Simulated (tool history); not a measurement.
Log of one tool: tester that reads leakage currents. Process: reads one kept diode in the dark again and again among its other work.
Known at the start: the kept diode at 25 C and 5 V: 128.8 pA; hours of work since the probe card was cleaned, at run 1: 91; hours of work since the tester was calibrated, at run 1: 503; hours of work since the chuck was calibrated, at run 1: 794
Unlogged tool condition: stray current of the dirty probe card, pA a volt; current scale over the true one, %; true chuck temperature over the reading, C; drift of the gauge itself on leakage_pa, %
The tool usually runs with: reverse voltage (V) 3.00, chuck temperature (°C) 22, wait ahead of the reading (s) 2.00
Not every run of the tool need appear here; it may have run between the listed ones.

run	hour	reverse voltage (V)	chuck temperature (°C)	wait ahead of the reading (s)	hours of work since the probe card was cleaned	hours of work since the tester was calibrated	hours of work since the chuck was calibrated	current that the tester gives (pA)
1	0.0	3.00	22	2.00	91	503	794	87.68
2	49.9	3.00	22	2.00	128	540	831	87.97
3	92.3	3.00	22	2.00	159	571	862	87.81
4	136.0	3.00	22	2.00	192	603	895	88.04
5	186.0	3.00	22	2.00	229	640	932	89.19
6	226.7	3.00	22	2.56	259	671	962	88.98
7	279.5	7.16	22	2.00	298	710	1001	146.07
8	348.3	3.00	22	5.73	349	761	1052	90.31
9	425.5	3.00	22	3.00	406	818	1109	91.27
10	468.1	3.00	22	3.00	438	849	1140	91.83
11	538.1	3.00	22	2.00	489	901	1192	92.21
12	622.8	3.00	53	2.00	552	964	1255	801.61
13	698.1	3.00	22	2.00	608	1020	1311	93.64
14	759.2	3.00	22	2.00	653	1065	1356	94.19
15	821.4	3.00	22	2.00	699	1111	1402	95.14
16	875.8	3.00	22	2.00	740	1151	1442	95.02
# hour 929.7: chuck's temperature calibrated
17	931.9	3.00	22	2.00	780	1191	2	78.42
18	989.8	3.00	22	2.00	822	1234	45	78.48
19	1052.9	3.00	22	2.00	869	1281	91	79.43
20	1121.6	3.00	22	2.00	920	1332	142	79.72
21	1174.0	4.94	22	0.40	959	1371	181	106.87
22	1255.5	3.00	29	1.09	1019	1431	241	137.09
23	1316.6	4.07	29	1.61	1064	1476	286	163.78
24	1379.8	3.00	37	1.45	1111	1523	333	247.27
25	1445.2	3.00	37	1.45	1160	1571	382	248.33
# hour 1454.4: tester calibrated
26	1513.6	3.00	22	0.74	1209	44	431	83.45
27	1574.1	3.00	22	0.74	1254	89	476	83.86
# hour 1592.9: tester calibrated, once more
28	1627.7	8.66	26	0.74	1292	26	514	205.05
29	1695.0	8.66	26	0.74	1342	76	564	204.69
30	1761.7	8.66	26	0.74	1391	125	613	207.62
31	1836.4	12.17	44	0.97	1446	180	668	896.83
32	1893.0	18.73	21	3.64	1488	222	710	220.61
33	1948.5	8.94	54	2.54	1529	263	751	1465.76
34	2007.8	3.00	36	0.51	1573	307	795	242.95
35	2074.9	18.42	22	7.01	1623	357	845	238.82
36	2114.3	3.00	30	0.92	1652	386	874	159.29
# hour 2200.6: probe card cleaned and baked
37	2203.8	13.46	35	1.38	2	450	938	528.08
38	2245.5	13.46	35	1.38	33	481	969	528.88
39	2282.0	1.20	58	2.00	60	508	996	637.14
40	2333.3	4.54	25	1.17	98	546	1034	139.78

Difference, measured minus no-hidden-state, one row per run. Run-to-run variation is common to both terms; the gauge's own scatter need not be:
run	current that the tester gives (pA)
1	+10.09
2	+10.53
3	+10.87
4	+11.24
5	+11.74
6	+12.07
7	+20.68
8	+13.26
9	+14.01
10	+14.43
11	+15.02
12	+113.02
13	+16.51
14	+17.11
15	+17.74
16	+18.17
17	+0.95
18	+1.39
19	+1.92
20	+2.44
21	+3.94
22	+5.46
23	+7.52
24	+11.66
25	+13.05
26	+5.95
27	+6.42
28	+14.53
29	+15.73
30	+17.25
31	+67.67
32	+23.92
33	+115.27
34	+22.73
35	+29.73
36	+17.26
37	+56.88
38	+58.71
39	+63.50
40	+17.58

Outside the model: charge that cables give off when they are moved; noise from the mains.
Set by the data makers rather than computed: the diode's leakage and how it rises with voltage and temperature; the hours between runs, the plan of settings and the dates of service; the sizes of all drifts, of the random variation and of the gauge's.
